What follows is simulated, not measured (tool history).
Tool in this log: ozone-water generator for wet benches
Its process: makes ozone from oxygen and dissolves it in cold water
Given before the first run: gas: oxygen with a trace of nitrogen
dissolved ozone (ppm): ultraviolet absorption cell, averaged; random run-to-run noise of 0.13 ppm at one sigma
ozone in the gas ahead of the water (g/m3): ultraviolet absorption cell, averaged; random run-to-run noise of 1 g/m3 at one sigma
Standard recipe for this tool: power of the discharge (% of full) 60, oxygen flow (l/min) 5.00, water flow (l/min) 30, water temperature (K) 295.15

run	hour	power of the discharge (% of full)	oxygen flow (l/min)	water flow (l/min)	water temperature (K)	dissolved ozone (ppm)	ozone in the gas ahead of the water (g/m3)
1	0.0	60	5.00	30	295.15	13.5	169.2
2	102.9	60	5.00	30	295.15	13.8	167.9
3	249.6	60	5.00	30	295.15	13.7	167.8
4	398.2	60	5.00	30	295.15	13.1	167.7
5	507.3	60	5.00	30	295.15	13.3	167.7
6	642.1	60	5.00	30	295.15	13.4	169.4
7	794.7	60	5.00	30	295.15	13.0	169.1
# hour 953.5: water thermometer calibrated
8	963.4	60	5.00	30	295.15	13.1	166.1
9	1127.7	60	7.41	30	295.15	13.0	129.3
10	1250.0	60	5.00	30	295.15	13.1	168.4
11	1386.8	60	5.96	30	295.15	13.1	148.8
12	1493.8	60	5.96	30	295.15	12.9	147.9
13	1669.5	60	5.96	30	295.15	13.0	149.3
14	1814.3	60	5.96	30	295.15	13.0	147.9
15	1932.8	51	3.71	40	293.15	9.1	180.7
16	2058.5	75	8.09	40	293.15	11.6	140.1
17	2208.5	75	8.09	40	293.15	11.5	136.8
18	2310.8	60	5.00	30	298.15	12.7	164.1
19	2427.2	64	5.00	30	298.15	12.8	169.0
# hour 2494.0: contactor cleaned
20	2524.0	71	5.00	30	294.15	15.0	178.5
21	2664.1	71	5.00	23	297.15	17.7	180.4
22	2801.2	71	5.00	23	297.15	17.8	178.9
23	2967.4	71	5.00	23	297.15	17.6	177.9
24	3086.1	60	5.00	24	290.15	16.9	162.0
25	3192.6	60	5.00	24	290.15	16.9	162.7
26	3334.0	47	8.98	39	296.15	8.8	96.4
27	3453.3	60	3.87	30	295.15	12.7	190.2

Each run again, without the hidden state but with its own random variation kept:
Hidden state at play: yield of the discharge, % of new electrodes'; contactor's efficiency, % of a clean one's; true water temperature over the reading, C; drift of the gauge itself on ozone_ppm, %; drift of the gauge itself on gas_g_m3, %.
run	dissolved ozone (ppm)	ozone in the gas ahead of the water (g/m3)
1	14.7	179.2
2	15.1	178.1
3	15.1	178.3
4	14.4	178.6
5	14.7	178.8
6	14.8	181.0
7	14.5	181.0
8	14.6	178.3
9	14.5	139.1
10	14.7	181.5
11	14.7	160.8
12	14.6	160.1
13	14.7	162.0
14	14.8	160.8
15	10.3	195.0
16	13.5	154.9
17	13.4	151.7
18	14.6	179.8
19	14.7	186.3
20	16.8	198.5
21	19.9	201.0
22	20.0	199.8
23	19.8	199.3
24	19.0	179.7
25	18.9	180.7
26	9.7	105.6
27	14.4	212.3
